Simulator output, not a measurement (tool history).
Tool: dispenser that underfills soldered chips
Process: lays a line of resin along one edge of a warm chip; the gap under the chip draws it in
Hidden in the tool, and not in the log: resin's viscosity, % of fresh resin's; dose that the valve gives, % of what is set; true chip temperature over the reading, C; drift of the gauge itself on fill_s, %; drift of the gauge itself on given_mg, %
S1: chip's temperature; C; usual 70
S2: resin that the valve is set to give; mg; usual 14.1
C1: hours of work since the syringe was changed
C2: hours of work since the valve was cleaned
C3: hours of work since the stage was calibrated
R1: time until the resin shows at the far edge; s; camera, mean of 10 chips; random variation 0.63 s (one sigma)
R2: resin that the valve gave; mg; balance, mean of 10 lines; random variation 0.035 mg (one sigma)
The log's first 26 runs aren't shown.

run 27 hour=111.4 | S1=80 S2=16.9 | C1=3 C2=10 C3=222 | R1=35.1 R2=16.82
run 28 hour=117.1 | S1=85 S2=13.5 | C1=6 C2=14 C3=226 | R1=34.3 R2=13.42
-- hour=117.6 new syringe of resin
run 29 hour=122.3 | S1=65 S2=13.5 | C1=3 C2=17 C3=229 | R1=79.6 R2=13.43
run 30 hour=126.5 | S1=65 S2=13.5 | C1=6 C2=20 C3=232 | R1=93.4 R2=13.38
-- hour=127.9 new syringe of resin
run 31 hour=131.8 | S1=77 S2=13.7 | C1=3 C2=23 C3=235 | R1=41.8 R2=13.56
run 32 hour=137.4 | S1=76 S2=12.6 | C1=6 C2=27 C3=239 | R1=55.7 R2=12.47
-- hour=138 new syringe of resin
run 33 hour=141.5 | S1=59 S2=15.8 | C1=2 C2=29 C3=241 | R1=103.8 R2=15.55
run 34 hour=145 | S1=59 S2=15.8 | C1=5 C2=32 C3=243 | R1=117.4 R2=15.6
-- hour=148.3 new syringe of resin
run 35 hour=151.1 | S1=63 S2=16.1 | C1=2 C2=35 C3=247 | R1=82 R2=15.93

Forecast each of these 4 alternatives for the next run:
run A hour=156.8 | S1=60 S2=15.9 | C1=6 C2=39 C3=251 | R1=? R2=?
run B hour=156.8 | S1=55 S2=12.3 | C1=6 C2=39 C3=251 | R1=? R2=?
run C hour=156.8 | S1=83 S2=14.1 | C1=6 C2=39 C3=251 | R1=? R2=?
run D hour=156.8 | S1=62 S2=15.3 | C1=6 C2=39 C3=251 | R1=? R2=?

run=A R1=120.1 R2=15.61
run=B R1=169.1 R2=12.1
run=C R1=36.7 R2=13.92
run=D R1=106 R2=15.06
Without the tool's hidden state the same runs would have given:
run=A R1=94.5 R2=15.82
run=B R1=132.8 R2=12.27
run=C R1=28.6 R2=14.11
run=D R1=83.2 R2=15.27

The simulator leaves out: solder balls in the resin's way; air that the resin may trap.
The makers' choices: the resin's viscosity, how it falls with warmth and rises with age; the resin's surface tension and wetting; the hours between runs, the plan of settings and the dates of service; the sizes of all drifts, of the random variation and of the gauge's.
